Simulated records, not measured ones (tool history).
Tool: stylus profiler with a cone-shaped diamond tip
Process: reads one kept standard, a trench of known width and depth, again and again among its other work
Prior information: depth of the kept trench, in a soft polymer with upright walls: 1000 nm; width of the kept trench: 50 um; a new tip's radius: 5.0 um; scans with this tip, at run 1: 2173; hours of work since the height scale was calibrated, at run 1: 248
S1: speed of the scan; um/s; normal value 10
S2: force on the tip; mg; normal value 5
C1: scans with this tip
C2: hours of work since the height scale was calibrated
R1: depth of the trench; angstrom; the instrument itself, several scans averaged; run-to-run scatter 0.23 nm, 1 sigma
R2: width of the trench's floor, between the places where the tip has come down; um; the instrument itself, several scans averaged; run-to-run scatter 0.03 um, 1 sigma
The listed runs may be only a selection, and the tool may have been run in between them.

Run 1, hour 0: usual settings; C1 2173; C2 248. Result: R1 10171.4 angstrom, R2 43.74 um.
Run 2, hour 131.4: usual settings but S1 3 um/s; C1 2714; C2 310. Result: R1 10170.4 angstrom, R2 43.78 um.
Run 3, hour 210.8: usual settings but S1 3 um/s; C1 3042; C2 347. Result: R1 10166.5 angstrom, R2 43.7 um.
Run 4, hour 306.7: usual settings but S1 3 um/s; C1 3437; C2 392. Result: R1 10161.6 angstrom, R2 43.64 um.
Run 5, hour 378.8: usual settings but S1 3 um/s; C1 3734; C2 426. Result: R1 10160.6 angstrom, R2 43.61 um.
Run 6, hour 474.5: usual settings but S1 7 um/s; C1 4129; C2 471. Result: R1 10161.6 angstrom, R2 43.56 um.
Run 7, hour 541.5: usual settings but S2 10.61 mg; C1 4405; C2 503. Result: R1 10274.7 angstrom, R2 43.58 um.
Run 8, hour 668.3: usual settings but S2 7.79 mg; C1 4928; C2 563. Result: R1 10218.5 angstrom, R2 43.5 um.
Run 9, hour 796.5: usual settings; C1 5457; C2 623. Result: R1 10151.4 angstrom, R2 43.39 um.
Run 10, hour 860.1: usual settings; C1 5719; C2 653. Result: R1 10149.7 angstrom, R2 43.39 um.
Run 11, hour 980.4: usual settings; C1 6215; C2 709. Result: R1 10148.5 angstrom, R2 43.33 um.
Run 12, hour 1040: usual settings; C1 6461; C2 737. Result: R1 10144.5 angstrom, R2 43.34 um.
Run 13, hour 1109.7: usual settings but S1 39 um/s, S2 10.43 mg; C1 6748; C2 770. Result: R1 10262.6 angstrom, R2 43.25 um.
Run 14, hour 1226.8: usual settings but S1 39 um/s, S2 10.43 mg; C1 7231; C2 825. Result: R1 10258.3 angstrom, R2 43.18 um.
Run 15, hour 1310.9: usual settings but S1 39 um/s, S2 10.43 mg; C1 7578; C2 865. Result: R1 10256.3 angstrom, R2 43.18 um.
Run 16, hour 1400: usual settings but S1 29 um/s, S2 2.29 mg; C1 7945; C2 907. Result: R1 10063.9 angstrom, R2 43.03 um.
At hour 1408.2: height scale calibrated on a step standard.
Run 17, hour 1533.1: usual settings but S1 6 um/s; C1 8492; C2 59. Result: R1 10103.7 angstrom, R2 43.14 um.
Run 18, hour 1639.4: usual settings but S1 6 um/s; C1 8930; C2 109. Result: R1 10102.8 angstrom, R2 43.1 um.
Run 19, hour 1726.4: usual settings but S1 22 um/s, S2 2.3 mg; C1 9289; C2 150. Result: R1 10030.2 angstrom, R2 42.97 um.
Run 20, hour 1827.4: usual settings but S1 22 um/s, S2 2.3 mg; C1 9705; C2 197. Result: R1 10028.6 angstrom, R2 42.91 um.
Run 21, hour 1947.1: usual settings but S1 13 um/s, S2 3.21 mg; C1 10199; C2 254. Result: R1 10050.2 angstrom, R2 42.94 um.
Run 22, hour 2009: usual settings but S1 13 um/s, S2 3.21 mg; C1 10454; C2 283. Result: R1 10050.2 angstrom, R2 42.9 um.
Run 23, hour 2110.4: usual settings but S1 5 um/s, S2 13.23 mg; C1 10872; C2 330. Result: R1 10257.7 angstrom, R2 42.96 um.
At hour 2132.4: height scale calibrated on a step standard, once more.
Run 24, hour 2253.9: usual settings but S1 5 um/s, S2 13.23 mg; C1 11461; C2 57. Result: R1 10347.6 angstrom, R2 42.88 um.

Difference, measured minus no-hidden-state, one row per run. Run-to-run variation is common to both terms; the gauge's own scatter need not be:
The tool's hidden condition here consists of: radius of the tip, um; height scale over the true one, %; drift of the gauge itself on depth_nm, %; drift of the gauge itself on floor_um, %.
run     R1     R2
  1  -11.2  -0.23
  2  -14.5  -0.28
  3  -16.3  -0.31
  4  -18.6  -0.35
  5  -20.2  -0.38
  6  -22.4  -0.42
  7  -24.4  -0.44
  8  -27.3  -0.49
  9    -30  -0.55
 10  -31.6  -0.57
 11  -34.4  -0.62
 12    -36  -0.64
 13  -37.8  -0.66
 14  -40.6  -0.71
 15  -42.8  -0.75
 16  -44.1  -0.78
 17  -75.1  -0.82
 18  -77.5  -0.87
 19  -78.9   -0.9
 20  -81.1  -0.95
 21    -84     -1
 22  -85.4  -1.02
 23  -89.5  -1.06
 24   -4.7  -1.11

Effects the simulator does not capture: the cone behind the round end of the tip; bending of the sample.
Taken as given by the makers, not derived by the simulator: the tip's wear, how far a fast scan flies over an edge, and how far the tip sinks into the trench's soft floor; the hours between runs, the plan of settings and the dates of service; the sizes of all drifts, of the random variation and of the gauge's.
